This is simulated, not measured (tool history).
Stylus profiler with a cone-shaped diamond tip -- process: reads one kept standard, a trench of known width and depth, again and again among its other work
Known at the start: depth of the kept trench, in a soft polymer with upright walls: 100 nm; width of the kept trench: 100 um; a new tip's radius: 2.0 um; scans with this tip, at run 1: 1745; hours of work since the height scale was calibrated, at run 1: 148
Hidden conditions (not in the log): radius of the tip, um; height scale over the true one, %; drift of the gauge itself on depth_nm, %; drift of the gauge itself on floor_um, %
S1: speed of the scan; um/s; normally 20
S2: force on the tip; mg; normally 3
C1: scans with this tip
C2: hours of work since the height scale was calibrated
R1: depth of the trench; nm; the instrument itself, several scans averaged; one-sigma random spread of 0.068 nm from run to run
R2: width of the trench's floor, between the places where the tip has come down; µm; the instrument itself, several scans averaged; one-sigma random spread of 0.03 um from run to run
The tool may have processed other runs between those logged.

{"run": 1, "day": 0.0, "S1": 20, "S2": 3, "C1": 1745, "C2": 148, "R1": 100.7, "R2": 98.56}
{"run": 2, "day": 0.321, "S1": 20, "S2": 3, "C1": 1784, "C2": 151, "R1": 100.65, "R2": 98.58}
{"run": 3, "day": 0.779, "S1": 20, "S2": 3, "C1": 1840, "C2": 156, "R1": 100.61, "R2": 98.53}
{"run": 4, "day": 1.171, "S1": 20, "S2": 5.19, "C1": 1888, "C2": 160, "R1": 101.03, "R2": 98.62}
{"run": 5, "day": 1.458, "S1": 20, "S2": 3, "C1": 1922, "C2": 163, "R1": 100.55, "R2": 98.61}
{"run": 6, "day": 1.888, "S1": 20, "S2": 3, "C1": 1975, "C2": 167, "R1": 100.71, "R2": 98.6}
{"run": 7, "day": 2.496, "S1": 24, "S2": 3, "C1": 2049, "C2": 173, "R1": 100.62, "R2": 98.62}
{"run": 8, "day": 2.883, "S1": 24, "S2": 3, "C1": 2096, "C2": 177, "R1": 100.61, "R2": 98.63}
{"run": 9, "day": 3.325, "S1": 24, "S2": 3, "C1": 2149, "C2": 182, "R1": 100.68, "R2": 98.62}
{"run": 10, "day": 3.888, "S1": 24, "S2": 3, "C1": 2218, "C2": 188, "R1": 100.65, "R2": 98.53}
{"run": 11, "day": 4.3, "S1": 20, "S2": 4.1, "C1": 2267, "C2": 192, "R1": 100.85, "R2": 98.63}
{"run": 12, "day": 4.575, "S1": 20, "S2": 6.98, "C1": 2301, "C2": 195, "R1": 101.19, "R2": 98.62}
{"run": 13, "day": 5.067, "S1": 20, "S2": 6.98, "C1": 2361, "C2": 200, "R1": 101.1, "R2": 98.63}
{"run": 14, "day": 5.458, "S1": 20, "S2": 6.98, "C1": 2408, "C2": 204, "R1": 101.2, "R2": 98.65}
{"run": 15, "day": 5.996, "S1": 20, "S2": 6.98, "C1": 2474, "C2": 209, "R1": 101.2, "R2": 98.6}
{"run": 16, "day": 6.425, "S1": 20, "S2": 6.98, "C1": 2526, "C2": 214, "R1": 101.07, "R2": 98.62}
{"run": 17, "day": 6.862, "S1": 20, "S2": 6.98, "C1": 2579, "C2": 218, "R1": 101.32, "R2": 98.55}
{"run": 18, "day": 7.162, "S1": 20, "S2": 6.98, "C1": 2615, "C2": 221, "R1": 101.18, "R2": 98.6}
{"run": 19, "day": 7.496, "S1": 20, "S2": 3.52, "C1": 2656, "C2": 225, "R1": 100.76, "R2": 98.56}
{"run": 20, "day": 8.012, "S1": 20, "S2": 3.52, "C1": 2719, "C2": 230, "R1": 100.61, "R2": 98.53}
{"run": 21, "day": 8.354, "S1": 20, "S2": 3, "C1": 2760, "C2": 233, "R1": 100.53, "R2": 98.55}
{"run": 22, "day": 8.983, "S1": 20, "S2": 3, "C1": 2836, "C2": 240, "R1": 100.63, "R2": 98.55}
{"run": 23, "day": 9.367, "S1": 20, "S2": 3, "C1": 2883, "C2": 244, "R1": 100.73, "R2": 98.61}
{"run": 24, "day": 9.879, "S1": 79, "S2": 7.16, "C1": 2946, "C2": 249, "R1": 101.21, "R2": 98.5}
{"run": 25, "day": 10.542, "S1": 12, "S2": 3, "C1": 3026, "C2": 256, "R1": 100.58, "R2": 98.61}
{"run": 26, "day": 10.921, "S1": 9, "S2": 6.16, "C1": 3072, "C2": 260, "R1": 101.04, "R2": 98.61}
{"run": 27, "day": 11.596, "S1": 9, "S2": 6.16, "C1": 3154, "C2": 267, "R1": 101.2, "R2": 98.61}
{"run": 28, "day": 12.204, "S1": 21, "S2": 6.15, "C1": 3228, "C2": 273, "R1": 101.14, "R2": 98.59}
{"run": 29, "day": 12.538, "S1": 36, "S2": 3, "C1": 3268, "C2": 276, "R1": 100.6, "R2": 98.44}
{"run": 30, "day": 12.917, "S1": 36, "S2": 3, "C1": 3314, "C2": 280, "R1": 100.54, "R2": 98.49}
{"run": 31, "day": 13.346, "S1": 7, "S2": 2.77, "C1": 3367, "C2": 285, "R1": 100.56, "R2": 98.57}
{"run": 32, "day": 13.792, "S1": 44, "S2": 1.86, "C1": 3420, "C2": 289, "R1": 100.44, "R2": 98.41}
{"run": 33, "day": 14.108, "S1": 48, "S2": 1.31, "C1": 3459, "C2": 293, "R1": 100.3, "R2": 98.39}
{"run": 34, "day": 14.604, "S1": 48, "S2": 1.31, "C1": 3519, "C2": 298, "R1": 100.12, "R2": 98.37}
{"run": 35, "day": 15.167, "S1": 48, "S2": 1.31, "C1": 3588, "C2": 304, "R1": 100.24, "R2": 98.35}
{"run": 36, "day": 15.496, "S1": 48, "S2": 1.31, "C1": 3628, "C2": 307, "R1": 100.31, "R2": 98.33}
{"run": 37, "day": 15.95, "S1": 51, "S2": 1.92, "C1": 3683, "C2": 312, "R1": 100.34, "R2": 98.41}
{"run": 38, "day": 16.475, "S1": 46, "S2": 3.47, "C1": 3747, "C2": 317, "R1": 100.65, "R2": 98.43}
{"run": 39, "day": 17.125, "S1": 46, "S2": 3.47, "C1": 3826, "C2": 324, "R1": 100.64, "R2": 98.47}
{"run": 40, "day": 17.675, "S1": 76, "S2": 3.89, "C1": 3892, "C2": 329, "R1": 100.75, "R2": 98.39}
{"run": 41, "day": 18.204, "S1": 22, "S2": 3, "C1": 3956, "C2": 335, "R1": 100.7, "R2": 98.48}
{"run": 42, "day": 18.496, "S1": 51, "S2": 3, "C1": 3992, "C2": 338, "R1": 100.45, "R2": 98.38}
{"run": 43, "day": 18.988, "S1": 20, "S2": 3.89, "C1": 4052, "C2": 343, "R1": 100.7, "R2": 98.54}
{"run": 44, "day": 19.388, "S1": 52, "S2": 1.23, "C1": 4101, "C2": 347, "R1": 100.21, "R2": 98.36}
{"run": 45, "day": 20.017, "S1": 27, "S2": 1.29, "C1": 4177, "C2": 353, "R1": 100.22, "R2": 98.46}
{"run": 46, "day": 20.333, "S1": 27, "S2": 1.29, "C1": 4215, "C2": 357, "R1": 100.21, "R2": 98.42}

Difference, measured minus no-hidden-state, one row per run. Run-to-run variation is common to both terms; the gauge's own scatter need not be:
run=1 R1=-0.06 R2=-0.08
run=2 R1=-0.06 R2=-0.08
run=3 R1=-0.07 R2=-0.09
run=4 R1=-0.07 R2=-0.08
run=5 R1=-0.07 R2=-0.09
run=6 R1=-0.08 R2=-0.09
run=7 R1=-0.07 R2=-0.09
run=8 R1=-0.08 R2=-0.1
run=9 R1=-0.07 R2=-0.1
run=10 R1=-0.08 R2=-0.11
run=11 R1=-0.08 R2=-0.11
run=12 R1=-0.08 R2=-0.11
run=13 R1=-0.08 R2=-0.11
run=14 R1=-0.08 R2=-0.11
run=15 R1=-0.09 R2=-0.11
run=16 R1=-0.09 R2=-0.12
run=17 R1=-0.09 R2=-0.12
run=18 R1=-0.1 R2=-0.12
run=19 R1=-0.09 R2=-0.12
run=20 R1=-0.1 R2=-0.12
run=21 R1=-0.1 R2=-0.13
run=22 R1=-0.11 R2=-0.13
run=23 R1=-0.11 R2=-0.13
run=24 R1=-0.1 R2=-0.14
run=25 R1=-0.1 R2=-0.14
run=26 R1=-0.11 R2=-0.14
run=27 R1=-0.11 R2=-0.15
run=28 R1=-0.12 R2=-0.15
run=29 R1=-0.12 R2=-0.15
run=30 R1=-0.12 R2=-0.15
run=31 R1=-0.12 R2=-0.15
run=32 R1=-0.12 R2=-0.15
run=33 R1=-0.12 R2=-0.16
run=34 R1=-0.13 R2=-0.16
run=35 R1=-0.12 R2=-0.17
run=36 R1=-0.13 R2=-0.17
run=37 R1=-0.13 R2=-0.17
run=38 R1=-0.13 R2=-0.18
run=39 R1=-0.13 R2=-0.18
run=40 R1=-0.13 R2=-0.18
run=41 R1=-0.14 R2=-0.18
run=42 R1=-0.14 R2=-0.19
run=43 R1=-0.14 R2=-0.18
run=44 R1=-0.15 R2=-0.18
run=45 R1=-0.15 R2=-0.18
run=46 R1=-0.15 R2=-0.2

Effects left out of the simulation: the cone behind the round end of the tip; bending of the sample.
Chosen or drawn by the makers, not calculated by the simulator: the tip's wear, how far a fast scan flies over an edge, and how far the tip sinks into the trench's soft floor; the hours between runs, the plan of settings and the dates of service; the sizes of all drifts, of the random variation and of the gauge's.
